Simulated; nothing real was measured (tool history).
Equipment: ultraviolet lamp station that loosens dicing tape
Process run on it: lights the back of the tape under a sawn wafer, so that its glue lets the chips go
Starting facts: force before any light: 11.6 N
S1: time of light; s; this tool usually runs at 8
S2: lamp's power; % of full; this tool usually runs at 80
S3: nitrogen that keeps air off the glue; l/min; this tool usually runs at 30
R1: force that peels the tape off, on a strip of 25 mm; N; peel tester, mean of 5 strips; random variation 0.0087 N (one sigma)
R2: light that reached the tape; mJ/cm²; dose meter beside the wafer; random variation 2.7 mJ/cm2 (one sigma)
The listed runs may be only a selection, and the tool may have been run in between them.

| run | day | S1 | S2 | S3 | R1 | R2 |
|---|---|---|---|---|---|---|
| 1 | 0.000 | 8 | 80 | 30 | 0.433 | 336 |
| 2 | 1.975 | 8 | 80 | 30 | 0.452 | 330 |
| 3 | 4.192 | 8 | 80 | 30 | 0.488 | 318 |
| 4 | 5.438 | 8 | 80 | 30 | 0.498 | 319 |
| 5 | 7.812 | 8 | 80 | 30 | 0.506 | 309 |
| 6 | 10.208 | 8 | 80 | 36 | 0.500 | 302 |
| 7 | 11.458 | 8 | 80 | 30 | 0.577 | 300 |
| 8 | 13.971 | 8 | 80 | 30 | 0.629 | 299 |
| 9 | 15.442 | 8 | 80 | 30 | 0.634 | 286 |
| 10 | 16.875 | 6 | 96 | 9 | 1.564 | 256 |
| 11 | 18.258 | 10 | 67 | 9 | 1.253 | 293 |
|  | 18.404 | window cleaned of glue's vapour |
| 12 | 20.121 | 6 | 96 | 25 | 0.986 | 241 |
| 13 | 22.750 | 8 | 98 | 30 | 0.497 | 318 |
| 14 | 24.104 | 14 | 80 | 14 | 0.362 | 448 |
|  | 24.654 | window cleaned of glue's vapour, once more |
| 15 | 26.454 | 14 | 80 | 14 | 0.292 | 518 |

What if the next run were any one of these 5? Each begins from the tool's condition after run 15:
| A | 28.529 | 14 | 80 | 35 | ? | ? |
| B | 28.529 | 9 | 95 | 14 | ? | ? |
| C | 28.529 | 9 | 74 | 14 | ? | ? |
| D | 28.529 | 8 | 65 | 13 | ? | ? |
| E | 28.529 | 8 | 77 | 30 | ? | ? |

| run | R1 | R2 |
|---|---|---|
| A | 0.204 | 507 |
| B | 0.490 | 384 |
| C | 0.885 | 306 |
| D | 1.547 | 233 |
| E | 0.687 | 278 |
Without the tool's hidden state the same runs would have given:
| run | R1 | R2 |
|---|---|---|
| A | 0.180 | 650 |
| B | 0.291 | 493 |
| C | 0.502 | 391 |
| D | 0.938 | 300 |
| E | 0.397 | 357 |
